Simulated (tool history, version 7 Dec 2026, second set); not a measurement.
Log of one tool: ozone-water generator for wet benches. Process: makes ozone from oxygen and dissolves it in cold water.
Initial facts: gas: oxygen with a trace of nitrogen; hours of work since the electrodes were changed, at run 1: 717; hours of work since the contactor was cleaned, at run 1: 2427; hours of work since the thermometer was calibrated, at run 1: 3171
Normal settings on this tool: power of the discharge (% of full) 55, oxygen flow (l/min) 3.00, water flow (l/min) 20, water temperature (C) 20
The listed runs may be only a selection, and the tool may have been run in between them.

| run | day | power of the discharge (% of full) | oxygen flow (l/min) | water flow (l/min) | water temperature (C) | hours of work since the electrodes were changed | hours of work since the contactor was cleaned | hours of work since the thermometer was calibrated | dissolved ozone (ppm) | ozone in the gas ahead of the water (g/m3) |
|---|---|---|---|---|---|---|---|---|---|---|
| 1 | 0.000 | 55 | 3.00 | 20 | 20 | 717 | 2427 | 3171 | 15.2 | 200.8 |
| 2 | 2.121 | 55 | 3.00 | 20 | 20 | 749 | 2460 | 3204 | 15.0 | 196.3 |
| 3 | 3.575 | 55 | 3.00 | 20 | 13 | 772 | 2483 | 3226 | 16.2 | 198.5 |
| 4 | 6.433 | 61 | 3.00 | 20 | 20 | 816 | 2527 | 3271 | 16.6 | 218.3 |
| 5 | 9.867 | 61 | 3.00 | 20 | 20 | 870 | 2580 | 3324 | 16.8 | 219.6 |
| 6 | 11.658 | 61 | 3.00 | 20 | 20 | 898 | 2608 | 3352 | 16.2 | 217.5 |
| 7 | 14.417 | 61 | 3.00 | 20 | 20 | 940 | 2651 | 3395 | 16.4 | 217.9 |
| 8 | 16.612 | 61 | 3.00 | 20 | 20 | 974 | 2685 | 3429 | 16.7 | 215.7 |
| 9 | 19.883 | 61 | 3.00 | 20 | 20 | 1025 | 2736 | 3480 | 16.8 | 215.4 |
| 10 | 23.225 | 61 | 3.00 | 20 | 20 | 1077 | 2788 | 3531 | 16.6 | 216.2 |
|  | 23.404 | water thermometer calibrated |
| 11 | 25.342 | 55 | 4.28 | 20 | 20 | 1110 | 2820 | 30 | 16.1 | 167.4 |
| 12 | 27.612 | 55 | 3.00 | 20 | 20 | 1145 | 2856 | 65 | 15.0 | 195.8 |
| 13 | 29.375 | 55 | 3.00 | 20 | 20 | 1172 | 2883 | 93 | 15.1 | 194.0 |
| 14 | 30.967 | 55 | 3.00 | 20 | 26 | 1197 | 2908 | 117 | 14.2 | 196.2 |
| 15 | 33.162 | 55 | 3.00 | 20 | 26 | 1231 | 2942 | 152 | 14.0 | 196.1 |
| 16 | 36.117 | 55 | 3.00 | 20 | 26 | 1277 | 2988 | 197 | 14.3 | 192.2 |
| 17 | 38.546 | 55 | 3.00 | 20 | 26 | 1315 | 3025 | 235 | 14.2 | 194.9 |
| 18 | 41.371 | 93 | 2.34 | 12 | 21 | 1358 | 3069 | 279 | 34.9 | 354.1 |
|  | 43.125 | gauge calibrated |
| 19 | 43.488 | 66 | 2.34 | 15 | 21 | 1391 | 3102 | 312 | 21.3 | 263.4 |
| 20 | 45.562 | 64 | 4.53 | 20 | 20 | 1424 | 3134 | 344 | 18.7 | 191.1 |
| 21 | 47.846 | 88 | 4.99 | 27 | 26 | 1459 | 3170 | 379 | 18.6 | 246.9 |
| 22 | 51.208 | 88 | 4.99 | 27 | 26 | 1511 | 3222 | 432 | 18.8 | 243.9 |
| 23 | 53.067 | 88 | 4.99 | 28 | 16 | 1540 | 3251 | 461 | 20.5 | 243.5 |
| 24 | 55.375 | 55 | 3.08 | 16 | 15 | 1576 | 3286 | 496 | 19.3 | 197.6 |
| 25 | 58.838 | 55 | 3.08 | 16 | 15 | 1630 | 3340 | 550 | 19.5 | 192.7 |
| 26 | 60.950 | 55 | 3.08 | 16 | 15 | 1662 | 3373 | 583 | 19.3 | 193.5 |
| 27 | 64.304 | 94 | 3.08 | 13 | 15 | 1714 | 3425 | 635 | 37.4 | 314.6 |
| 28 | 66.633 | 94 | 3.08 | 13 | 15 | 1751 | 3461 | 671 | 37.7 | 319.8 |
| 29 | 68.429 | 94 | 3.08 | 13 | 15 | 1779 | 3489 | 699 | 37.3 | 321.4 |
| 30 | 70.821 | 55 | 4.77 | 20 | 15 | 1816 | 3526 | 736 | 17.4 | 159.3 |
| 31 | 73.133 | 58 | 1.60 | 14 | 16 | 1852 | 3562 | 772 | 19.5 | 275.1 |
| 32 | 75.850 | 58 | 1.60 | 14 | 16 | 1894 | 3604 | 814 | 19.0 | 274.3 |
| 33 | 77.492 | 58 | 1.60 | 14 | 16 | 1919 | 3630 | 840 | 19.3 | 271.0 |

4 ways to go on from here, each from the tool as it stands after run 33. What would each give?
| A | 79.988 | 58 | 4.61 | 16 | 16 | 1958 | 3669 | 878 | ? | ? |
| B | 79.988 | 58 | 2.67 | 16 | 16 | 1958 | 3669 | 878 | ? | ? |
| C | 79.988 | 55 | 3.00 | 20 | 21 | 1958 | 3669 | 878 | ? | ? |
| D | 79.988 | 58 | 1.60 | 21 | 16 | 1958 | 3669 | 878 | ? | ? |

| run | dissolved ozone (ppm) | ozone in the gas ahead of the water (g/m3) |
|---|---|---|
| A | 21.2 | 168.5 |
| B | 19.4 | 217.7 |
| C | 14.8 | 194.7 |
| D | 13.3 | 274.7 |
Had the tool no hidden state, the same runs would have come out as:
| run | dissolved ozone (ppm) | ozone in the gas ahead of the water (g/m3) |
|---|---|---|
| A | 21.2 | 172.8 |
| B | 19.4 | 223.2 |
| C | 14.8 | 199.6 |
| D | 13.3 | 281.7 |
